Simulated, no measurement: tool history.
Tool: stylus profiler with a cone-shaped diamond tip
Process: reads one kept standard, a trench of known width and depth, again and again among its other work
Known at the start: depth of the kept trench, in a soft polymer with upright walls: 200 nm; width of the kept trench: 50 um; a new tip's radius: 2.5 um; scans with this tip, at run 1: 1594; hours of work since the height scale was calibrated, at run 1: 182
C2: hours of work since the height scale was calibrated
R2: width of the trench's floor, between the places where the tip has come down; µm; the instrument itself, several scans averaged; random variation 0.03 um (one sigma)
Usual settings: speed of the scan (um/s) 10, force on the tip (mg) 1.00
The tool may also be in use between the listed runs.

run 1 hour=0.0 | speed_of_the_scan_(um/s)=10 force_on_the_tip_(mg)=1.00 | scans_with_this_tip=1594 C2=182 | depth_of_the_trench_(Å)=2005.5 R2=47.98
run 2 hour=11.0 | speed_of_the_scan_(um/s)=10 force_on_the_tip_(mg)=1.00 | scans_with_this_tip=1636 C2=187 | depth_of_the_trench_(Å)=2006.2 R2=47.89
run 3 hour=26.3 | speed_of_the_scan_(um/s)=10 force_on_the_tip_(mg)=1.00 | scans_with_this_tip=1695 C2=194 | depth_of_the_trench_(Å)=2006.5 R2=47.95
run 4 hour=37.1 | speed_of_the_scan_(um/s)=10 force_on_the_tip_(mg)=0.94 | scans_with_this_tip=1736 C2=199 | depth_of_the_trench_(Å)=2007.6 R2=47.95
run 5 hour=45.2 | speed_of_the_scan_(um/s)=10 force_on_the_tip_(mg)=0.94 | scans_with_this_tip=1768 C2=202 | depth_of_the_trench_(Å)=2007.4 R2=47.96
run 6 hour=54.0 | speed_of_the_scan_(um/s)=10 force_on_the_tip_(mg)=2.63 | scans_with_this_tip=1801 C2=206 | depth_of_the_trench_(Å)=2014.5 R2=47.95
run 7 hour=62.4 | speed_of_the_scan_(um/s)=10 force_on_the_tip_(mg)=2.63 | scans_with_this_tip=1834 C2=210 | depth_of_the_trench_(Å)=2014.2 R2=47.96
run 8 hour=70.4 | speed_of_the_scan_(um/s)=10 force_on_the_tip_(mg)=2.63 | scans_with_this_tip=1865 C2=213 | depth_of_the_trench_(Å)=2014.7 R2=47.98
run 9 hour=77.5 | speed_of_the_scan_(um/s)=10 force_on_the_tip_(mg)=1.00 | scans_with_this_tip=1892 C2=216 | depth_of_the_trench_(Å)=2007.3 R2=47.91
run 10 hour=84.3 | speed_of_the_scan_(um/s)=10 force_on_the_tip_(mg)=1.00 | scans_with_this_tip=1918 C2=219 | depth_of_the_trench_(Å)=2006.9 R2=47.97
-- hour=85.9 height scale calibrated on a step standard
run 11 hour=97.7 | speed_of_the_scan_(um/s)=10 force_on_the_tip_(mg)=1.00 | scans_with_this_tip=1968 C2=5 | depth_of_the_trench_(Å)=2005.4 R2=47.91
run 12 hour=107.1 | speed_of_the_scan_(um/s)=10 force_on_the_tip_(mg)=1.00 | scans_with_this_tip=2004 C2=9 | depth_of_the_trench_(Å)=2003.9 R2=47.95
run 13 hour=117.6 | speed_of_the_scan_(um/s)=10 force_on_the_tip_(mg)=1.00 | scans_with_this_tip=2044 C2=14 | depth_of_the_trench_(Å)=2004.2 R2=47.94
run 14 hour=125.3 | speed_of_the_scan_(um/s)=17 force_on_the_tip_(mg)=1.47 | scans_with_this_tip=2074 C2=17 | depth_of_the_trench_(Å)=2008.0 R2=47.87
run 15 hour=138.3 | speed_of_the_scan_(um/s)=17 force_on_the_tip_(mg)=0.36 | scans_with_this_tip=2124 C2=23 | depth_of_the_trench_(Å)=2000.4 R2=47.86
run 16 hour=148.0 | speed_of_the_scan_(um/s)=7 force_on_the_tip_(mg)=0.34 | scans_with_this_tip=2161 C2=27 | depth_of_the_trench_(Å)=2001.2 R2=47.92
run 17 hour=161.8 | speed_of_the_scan_(um/s)=13 force_on_the_tip_(mg)=1.17 | scans_with_this_tip=2214 C2=33 | depth_of_the_trench_(Å)=2005.5 R2=47.90
run 18 hour=168.7 | speed_of_the_scan_(um/s)=36 force_on_the_tip_(mg)=0.58 | scans_with_this_tip=2241 C2=36 | depth_of_the_trench_(Å)=2001.0 R2=47.73
run 19 hour=180.0 | speed_of_the_scan_(um/s)=10 force_on_the_tip_(mg)=0.37 | scans_with_this_tip=2284 C2=41 | depth_of_the_trench_(Å)=2001.4 R2=47.97
-- hour=182.6 height scale calibrated on a step standard, once more
run 20 hour=193.3 | speed_of_the_scan_(um/s)=10 force_on_the_tip_(mg)=0.37 | scans_with_this_tip=2333 C2=5 | depth_of_the_trench_(Å)=2004.3 R2=47.88
run 21 hour=203.5 | speed_of_the_scan_(um/s)=2 force_on_the_tip_(mg)=0.39 | scans_with_this_tip=2372 C2=9 | depth_of_the_trench_(Å)=2004.8 R2=47.95
run 22 hour=214.3 | speed_of_the_scan_(um/s)=2 force_on_the_tip_(mg)=0.39 | scans_with_this_tip=2414 C2=14 | depth_of_the_trench_(Å)=2005.5 R2=47.94
run 23 hour=224.5 | speed_of_the_scan_(um/s)=2 force_on_the_tip_(mg)=0.39 | scans_with_this_tip=2453 C2=18 | depth_of_the_trench_(Å)=2005.2 R2=47.98
run 24 hour=234.9 | speed_of_the_scan_(um/s)=2 force_on_the_tip_(mg)=0.39 | scans_with_this_tip=2493 C2=23 | depth_of_the_trench_(Å)=2005.5 R2=47.95

5 ways to go on from here, each from the tool as it stands after run 24. What would each give?
run A hour=247.0 | speed_of_the_scan_(um/s)=23 force_on_the_tip_(mg)=2.91 | scans_with_this_tip=2540 C2=28 | depth_of_the_trench_(Å)=? R2=?
run B hour=247.0 | speed_of_the_scan_(um/s)=6 force_on_the_tip_(mg)=1.59 | scans_with_this_tip=2540 C2=28 | depth_of_the_trench_(Å)=? R2=?
run C hour=247.0 | speed_of_the_scan_(um/s)=22 force_on_the_tip_(mg)=0.70 | scans_with_this_tip=2540 C2=28 | depth_of_the_trench_(Å)=? R2=?
run D hour=247.0 | speed_of_the_scan_(um/s)=2 force_on_the_tip_(mg)=1.24 | scans_with_this_tip=2540 C2=28 | depth_of_the_trench_(Å)=? R2=?
run E hour=247.0 | speed_of_the_scan_(um/s)=10 force_on_the_tip_(mg)=1.23 | scans_with_this_tip=2540 C2=28 | depth_of_the_trench_(Å)=? R2=?

run=A depth_of_the_trench_(Å)=2020.5 R2=47.87
run=B depth_of_the_trench_(Å)=2008.5 R2=47.98
run=C depth_of_the_trench_(Å)=2006.6 R2=47.91
run=D depth_of_the_trench_(Å)=2010.6 R2=47.89
run=E depth_of_the_trench_(Å)=2010.0 R2=47.95
Without the tool's hidden state the same runs would have given:
run=A depth_of_the_trench_(Å)=2020.6 R2=47.94
run=B depth_of_the_trench_(Å)=2008.6 R2=48.05
run=C depth_of_the_trench_(Å)=2006.7 R2=47.99
run=D depth_of_the_trench_(Å)=2010.7 R2=47.96
run=E depth_of_the_trench_(Å)=2010.1 R2=48.02

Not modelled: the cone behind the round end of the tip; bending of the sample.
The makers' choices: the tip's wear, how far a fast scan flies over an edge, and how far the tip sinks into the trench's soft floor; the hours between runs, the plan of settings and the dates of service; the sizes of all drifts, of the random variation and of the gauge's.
